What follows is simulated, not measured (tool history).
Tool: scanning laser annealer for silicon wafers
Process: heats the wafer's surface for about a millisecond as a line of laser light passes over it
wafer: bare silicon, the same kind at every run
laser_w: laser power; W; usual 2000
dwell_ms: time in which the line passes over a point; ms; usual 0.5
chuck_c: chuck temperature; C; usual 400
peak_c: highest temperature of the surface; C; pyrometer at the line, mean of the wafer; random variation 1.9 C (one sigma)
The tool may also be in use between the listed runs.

Run 1, day 0: usual settings. Result: peak_c 1126 C.
Run 2, day 0.946: usual settings but dwell_ms 0.443 ms. Result: peak_c 1083 C.
Run 3, day 2.371: usual settings but dwell_ms 0.443 ms. Result: peak_c 1085 C.
Run 4, day 3.833: usual settings. Result: peak_c 1125 C.
Run 5, day 5.154: usual settings. Result: peak_c 1124 C.
Run 6, day 6.358: usual settings. Result: peak_c 1124 C.
Run 7, day 7.275: usual settings. Result: peak_c 1119 C.
Run 8, day 7.996: usual settings but laser_w 2059 W. Result: peak_c 1143 C.
Run 9, day 9.158: usual settings but laser_w 2059 W. Result: peak_c 1143 C.
Run 10, day 10.242: usual settings but laser_w 2059 W. Result: peak_c 1141 C.
Run 11, day 11.583: usual settings but laser_w 2059 W, dwell_ms 0.525 ms. Result: peak_c 1163 C.
Run 12, day 12.217: usual settings but laser_w 2059 W, dwell_ms 0.525 ms. Result: peak_c 1160 C.
Run 13, day 13.442: usual settings but laser_w 2059 W, dwell_ms 0.525 ms. Result: peak_c 1158 C.
Run 14, day 14.95: usual settings but laser_w 2059 W, dwell_ms 0.525 ms. Result: peak_c 1154 C.
Run 15, day 16.212: usual settings but laser_w 2059 W, dwell_ms 0.525 ms. Result: peak_c 1157 C.
Run 16, day 17.488: usual settings but laser_w 1921 W, dwell_ms 0.525 ms, chuck_c 368 C. Result: peak_c 1063 C.
Run 17, day 18.725: usual settings but laser_w 1921 W, dwell_ms 0.525 ms, chuck_c 368 C. Result: peak_c 1065 C.
Run 18, day 20.225: usual settings but laser_w 1921 W, dwell_ms 0.525 ms, chuck_c 368 C. Result: peak_c 1063 C.
Run 19, day 21.104: usual settings but laser_w 1994 W, dwell_ms 0.484 ms, chuck_c 431 C. Result: peak_c 1129 C.

The same runs without the tool's hidden state, with the same run-to-run variation:
The hidden state here: light that passes the window, % of a clean one's; laser's true power over the reading, %; width of the line over the set one, %; drift of the gauge itself on peak_c, C.
run  peak_c
  1    1141
  2    1098
  3    1101
  4    1143
  5    1143
  6    1144
  7    1140
  8    1166
  9    1167
 10    1165
 11    1189
 12    1187
 13    1186
 14    1183
 15    1188
 16    1092
 17    1095
 18    1095
 19    1161
